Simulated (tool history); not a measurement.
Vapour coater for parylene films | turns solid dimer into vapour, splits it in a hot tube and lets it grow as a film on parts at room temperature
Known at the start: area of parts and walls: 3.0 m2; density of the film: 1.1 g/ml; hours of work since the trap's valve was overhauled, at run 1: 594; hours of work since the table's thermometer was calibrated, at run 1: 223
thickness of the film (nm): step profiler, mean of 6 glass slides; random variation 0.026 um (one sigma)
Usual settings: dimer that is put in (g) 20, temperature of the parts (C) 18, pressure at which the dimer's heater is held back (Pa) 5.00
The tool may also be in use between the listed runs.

| run | hour | dimer that is put in (g) | temperature of the parts (C) | pressure at which the dimer's heater is held back (Pa) | hours of work since the trap's valve was overhauled | hours of work since the table's thermometer was calibrated | thickness of the film (nm) |
|---|---|---|---|---|---|---|---|
| 1 | 0.0 | 20 | 18 | 5.00 | 594 | 223 | 3990 |
| 2 | 10.5 | 20 | 18 | 5.00 | 600 | 229 | 3960 |
| 3 | 29.0 | 20 | 18 | 5.00 | 610 | 240 | 3990 |
| 4 | 42.8 | 20 | 18 | 5.00 | 618 | 248 | 4020 |
| 5 | 61.2 | 20 | 18 | 5.00 | 629 | 259 | 4010 |
| 6 | 84.0 | 20 | 18 | 5.00 | 642 | 272 | 4000 |
| 7 | 95.2 | 20 | 18 | 5.00 | 648 | 278 | 3990 |
|  | 112.1 | trap's valve overhauled |
| 8 | 115.5 | 20 | 18 | 5.00 | 2 | 287 | 4330 |
| 9 | 138.1 | 20 | 23 | 10.20 | 15 | 300 | 3200 |
| 10 | 152.2 | 20 | 16 | 8.62 | 23 | 309 | 4070 |
| 11 | 165.1 | 8 | 12 | 7.02 | 30 | 316 | 1840 |
| 12 | 183.6 | 22 | 12 | 7.02 | 41 | 327 | 5100 |
| 13 | 203.6 | 20 | 18 | 5.13 | 53 | 338 | 4210 |
| 14 | 225.7 | 20 | 16 | 4.66 | 65 | 351 | 4610 |
| 15 | 248.4 | 14 | 16 | 6.26 | 78 | 364 | 2990 |

Forecast each of these 3 alternatives for the next run:
| A | 258.0 | 20 | 27 | 3.32 | 84 | 369 | ? |
| B | 258.0 | 26 | 16 | 6.26 | 84 | 369 | ? |
| C | 258.0 | 16 | 18 | 8.43 | 84 | 369 | ? |

| run | thickness of the film (nm) |
|---|---|
| A | 3670 |
| B | 5580 |
| C | 3050 |
Without the tool's hidden state the same runs would have given:
| run | thickness of the film (nm) |
|---|---|
| A | 3700 |
| B | 5620 |
| C | 3080 |

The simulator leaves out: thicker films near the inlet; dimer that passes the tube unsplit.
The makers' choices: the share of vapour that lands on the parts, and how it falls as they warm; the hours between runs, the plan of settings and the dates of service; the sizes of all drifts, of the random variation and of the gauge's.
